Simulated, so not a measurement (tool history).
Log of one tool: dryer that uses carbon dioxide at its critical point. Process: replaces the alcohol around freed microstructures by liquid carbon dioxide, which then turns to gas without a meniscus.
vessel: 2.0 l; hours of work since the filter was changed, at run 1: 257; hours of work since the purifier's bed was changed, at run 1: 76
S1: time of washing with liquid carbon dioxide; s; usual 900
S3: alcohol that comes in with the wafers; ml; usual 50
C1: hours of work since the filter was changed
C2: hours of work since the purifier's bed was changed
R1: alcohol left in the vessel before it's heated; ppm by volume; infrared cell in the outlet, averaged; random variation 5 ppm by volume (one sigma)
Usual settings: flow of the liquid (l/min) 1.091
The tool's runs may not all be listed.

Run 1, hour 0.0: usual settings; C1 257; C2 76. Result: R1 44 ppm by volume.
Run 2, hour 8.5: usual settings; C1 263; C2 82. Result: R1 35 ppm by volume.
Run 3, hour 14.5: usual settings but S1 1200 s; C1 267; C2 86. Result: R1 18 ppm by volume.
Run 4, hour 25.3: usual settings; C1 275; C2 94. Result: R1 47 ppm by volume.
Run 5, hour 33.5: usual settings but flow of the liquid (l/min) 1.530; C1 281; C2 99. Result: R1 16 ppm by volume.
Run 6, hour 42.3: usual settings but S1 960 s; C1 287; C2 106. Result: R1 42 ppm by volume.
Run 7, hour 47.8: usual settings but S1 1020 s; C1 291; C2 110. Result: R1 42 ppm by volume.
Run 8, hour 56.7: usual settings; C1 297; C2 116. Result: R1 46 ppm by volume.
Run 9, hour 61.8: usual settings but S3 48 ml; C1 301; C2 119. Result: R1 54 ppm by volume.
Run 10, hour 69.1: usual settings but S3 48 ml; C1 306; C2 125. Result: R1 52 ppm by volume.
Run 11, hour 77.8: usual settings but S3 48 ml; C1 312; C2 131. Result: R1 58 ppm by volume.
Run 12, hour 87.4: usual settings but S3 48 ml; C1 319; C2 138. Result: R1 50 ppm by volume.
Run 13, hour 95.0: usual settings but S3 48 ml; C1 324; C2 143. Result: R1 55 ppm by volume.
Run 14, hour 101.6: usual settings but S3 48 ml; C1 329; C2 148. Result: R1 53 ppm by volume.
Run 15, hour 107.5: usual settings but S3 116 ml; C1 333; C2 152. Result: R1 95 ppm by volume.
Run 16, hour 117.9: usual settings but S3 116 ml; C1 341; C2 159. Result: R1 92 ppm by volume.
Run 17, hour 122.7: usual settings but S1 720 s; C1 344; C2 163. Result: R1 131 ppm by volume.
Run 18, hour 127.6: usual settings; C1 347; C2 166. Result: R1 63 ppm by volume.
Run 19, hour 134.1: usual settings; C1 352; C2 171. Result: R1 60 ppm by volume.
Run 20, hour 138.8: usual settings but S1 960 s; C1 355; C2 174. Result: R1 51 ppm by volume.
Run 21, hour 144.2: usual settings but S1 960 s; C1 359; C2 178. Result: R1 55 ppm by volume.
Run 22, hour 153.6: usual settings but S1 960 s; C1 366; C2 184. Result: R1 53 ppm by volume.
Run 23, hour 160.1: usual settings but S1 960 s; C1 370; C2 189. Result: R1 49 ppm by volume.
Run 24, hour 164.8: usual settings but S1 720 s, S3 53 ml; C1 374; C2 192. Result: R1 163 ppm by volume.
Run 25, hour 175.3: usual settings but S1 540 s, S3 35 ml; C1 381; C2 200. Result: R1 348 ppm by volume.
Run 26, hour 182.1: usual settings but S1 540 s, flow of the liquid (l/min) 1.370, S3 35 ml; C1 386; C2 205. Result: R1 148 ppm by volume.
Run 27, hour 187.5: usual settings but S1 840 s, flow of the liquid (l/min) 1.340; C1 390; C2 208. Result: R1 47 ppm by volume.
Run 28, hour 195.5: usual settings but S1 840 s, flow of the liquid (l/min) 1.340; C1 396; C2 214. Result: R1 49 ppm by volume.
Run 29, hour 206.7: usual settings but S1 660 s, flow of the liquid (l/min) 1.340, S3 49 ml; C1 403; C2 222. Result: R1 107 ppm by volume.
Run 30, hour 215.7: usual settings but S1 660 s, flow of the liquid (l/min) 1.340, S3 49 ml; C1 410; C2 228. Result: R1 93 ppm by volume.
Run 31, hour 222.3: usual settings but flow of the liquid (l/min) 0.730, S3 20 ml; C1 415; C2 233. Result: R1 180 ppm by volume.
Run 32, hour 232.1: usual settings but flow of the liquid (l/min) 1.120; C1 421; C2 240. Result: R1 77 ppm by volume.
Run 33, hour 238.8: usual settings but S1 720 s, flow of the liquid (l/min) 1.120, S3 33 ml; C1 426; C2 245. Result: R1 124 ppm by volume.
Run 34, hour 244.9: usual settings but S1 720 s, flow of the liquid (l/min) 1.120, S3 33 ml; C1 431; C2 249. Result: R1 120 ppm by volume.
Run 35, hour 252.5: usual settings but S1 1200 s, flow of the liquid (l/min) 0.810, S3 33 ml; C1 436; C2 255. Result: R1 74 ppm by volume.
Run 36, hour 259.6: usual settings but S1 1200 s, flow of the liquid (l/min) 0.810, S3 33 ml; C1 441; C2 259. Result: R1 77 ppm by volume.
Run 37, hour 266.4: usual settings but S1 1200 s, flow of the liquid (l/min) 0.810, S3 33 ml; C1 446; C2 264. Result: R1 84 ppm by volume.
Run 38, hour 274.2: usual settings but S1 1260 s, flow of the liquid (l/min) 0.970, S3 77 ml; C1 451; C2 270. Result: R1 63 ppm by volume.
Run 39, hour 282.2: usual settings but S1 720 s, S3 42 ml; C1 457; C2 276. Result: R1 169 ppm by volume.
Run 40, hour 289.8: usual settings but flow of the liquid (l/min) 0.950; C1 462; C2 281. Result: R1 148 ppm by volume.
Run 41, hour 296.9: usual settings but S1 780 s, S3 33 ml; C1 467; C2 286. Result: R1 115 ppm by volume.

Forecast each of these 5 alternatives for the next run:
Run A, hour 306.5: usual settings but S1 780 s, S3 86 ml; C1 474; C2 293. Result: R1 ?.
Run B, hour 306.5: usual settings but S1 840 s, S3 23 ml; C1 474; C2 293. Result: R1 ?.
Run C, hour 306.5: usual settings but flow of the liquid (l/min) 1.130; C1 474; C2 293. Result: R1 ?.
Run D, hour 306.5: usual settings but S1 1020 s, flow of the liquid (l/min) 0.670, S3 61 ml; C1 474; C2 293. Result: R1 ?.
Run E, hour 306.5: usual settings but S1 1020 s, flow of the liquid (l/min) 1.820, S3 43 ml; C1 474; C2 293. Result: R1 ?.

run   R1
  A  212
  B   75
  C   77
  D  444
  E   54
Without the tool's hidden state the same runs would have given:
run   R1
  A   53
  B    5
  C    5
  D  163
  E    5

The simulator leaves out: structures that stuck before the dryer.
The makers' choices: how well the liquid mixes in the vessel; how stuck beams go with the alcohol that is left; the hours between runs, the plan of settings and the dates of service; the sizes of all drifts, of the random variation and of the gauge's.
